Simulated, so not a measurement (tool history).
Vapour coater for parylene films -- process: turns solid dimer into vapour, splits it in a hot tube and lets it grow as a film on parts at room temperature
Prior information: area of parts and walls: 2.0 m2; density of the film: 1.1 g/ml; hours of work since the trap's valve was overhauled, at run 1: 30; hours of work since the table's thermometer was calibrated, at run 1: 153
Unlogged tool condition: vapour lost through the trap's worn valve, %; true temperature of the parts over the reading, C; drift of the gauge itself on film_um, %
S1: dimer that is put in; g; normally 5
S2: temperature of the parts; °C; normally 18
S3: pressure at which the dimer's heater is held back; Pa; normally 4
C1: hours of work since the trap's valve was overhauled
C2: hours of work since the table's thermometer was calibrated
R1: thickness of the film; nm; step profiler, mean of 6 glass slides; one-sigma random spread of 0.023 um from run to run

run,hour,S1,S2,S3,C1,C2,R1
1,0,5,18,4,30,153,1310
2,16.8,5,18,4,39,162,1310
3,28.3,5,18,4,46,169,1280
4,39.9,5,18,4,52,176,1310
5,50.8,5,18,4,59,182,1270
6,68.2,5,18,4,68,192,1310
7,76.6,5,15,4,73,196,1400
8,84.8,5,15,4,78,201,1410
9,102.6,5,15,4,88,211,1440
10,120.6,5,15,4,98,221,1410
11,136.4,5,15,4,107,230,1370
12,150.7,5,18,4,115,238,1230
13,161.9,5,11,4,122,245,1550
14,171.9,5,11,4,127,250,1520
15,179.6,4,26,2.4,132,255,840
16,192,4,26,3.19,139,262,800
17,201.4,4,18,10.36,144,267,940
18,217.8,3,16,4.83,153,276,750
# hour 219.6: table's thermometer calibrated
19,228.7,3,16,4.83,159,5,770
20,247.2,3,16,4.83,170,16,750
# hour 255.1: table's thermometer calibrated, once more
21,266.3,4,10,3.37,180,6,1260
22,284.6,4,23,3.37,190,17,890
23,299.3,4,19,9.43,198,25,900
24,311.5,4,19,9.43,205,32,910
25,322.9,4,19,9.43,212,38,920
26,331.2,4,10,4.26,217,43,1230
27,344.3,2,14,10.4,224,51,510
28,353.1,2,14,10.4,229,56,520

Branching from run 28: 4 alternative next runs. What would each branch give?
A,365.4,5,14,4,236,63,?
B,365.4,5,19,6.18,236,63,?
C,365.4,4,14,10.4,236,63,?
D,365.4,5,17,11.41,236,63,?

run,R1
A,1360
B,1110
C,1000
D,1100
Take away the tool's hidden state, keep each run's random variation, and the runs would have read:
run,R1
A,1530
B,1250
C,1120
D,1230
